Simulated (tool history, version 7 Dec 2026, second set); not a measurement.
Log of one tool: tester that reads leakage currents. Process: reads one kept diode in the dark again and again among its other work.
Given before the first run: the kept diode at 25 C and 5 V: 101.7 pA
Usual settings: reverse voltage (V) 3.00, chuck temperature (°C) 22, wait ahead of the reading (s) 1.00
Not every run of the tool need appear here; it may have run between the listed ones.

run   hour  reverse voltage (V)  chuck temperature (°C)  wait ahead of the reading (s)  current that the tester gives (pA)
  1    0.0                 3.00                      22                           1.00                               67.27
  2   27.8                 3.00                      22                           1.00                               67.00
  3   58.5                 1.27                      22                           1.00                               41.56
  4  100.4                 1.27                      22                           1.00                               41.66
  5  133.3                 1.27                      22                           1.00                               41.67
  6  171.1                 1.27                      22                           1.00                               41.98
  7  209.1                 1.27                      22                           1.00                               41.82
  8  238.9                 3.00                      29                           1.00                              117.13
  9  272.4                 3.00                      29                           1.00                              118.10
 10  304.1                 3.00                      29                           1.00                              118.83
 11  338.3                 3.00                      32                           1.00                              149.04
 12  381.7                 3.00                      32                           4.29                              148.31
 13  400.0                 3.00                      22                           1.00                               69.39
 14  429.1                 3.00                      22                           1.00                               69.36
 15  462.2                 2.93                      49                           5.94                              508.26
     480.8  -- chuck's temperature calibrated
 16  497.7                 8.33                      31                           1.40                              260.18
 17  518.2                 2.59                      22                           1.00                               67.94
 18  546.3                 5.01                      32                           1.38                              211.75
 19  575.8                 5.01                      32                           1.38                              213.06
 20  605.6                 3.77                      20                           0.44                               73.29
     624.1  -- chuck's temperature calibrated, once more
 21  638.4                15.15                      57                           1.26                             2005.85
 22  665.8                15.15                      57                           2.49                             2018.14
 23  694.2                15.15                      57                           2.49                             2031.06
 24  720.2                15.15                      57                           2.49                             2026.48
 25  753.6                12.09                      29                           2.64                              247.66
 26  778.3                 3.00                      34                           1.00                              164.78
 27  800.6                 3.00                      34                           1.00                              165.34

Consider 5 possible next runs. They are alternatives, not a sequence: every one starts from the tool as it was left by run 27. What does each give?
  A  818.6                12.13                      22                           9.81                                   ?
  B  818.6                 3.00                      29                           1.00                                   ?
  C  818.6                17.50                      22                           1.00                                   ?
  D  818.6                 3.00                      34                           2.92                                   ?
  E  818.6                 1.61                      34                           1.00                                   ?

run  current that the tester gives (pA)
  A                              146.10
  B                              113.15
  C                              185.08
  D                              164.15
  E                              117.04
Take away the tool's hidden state, keep each run's random variation, and the runs would have read:
run  current that the tester gives (pA)
  A                              129.51
  B                              107.21
  C                              161.88
  D                              157.09
  E                              112.56
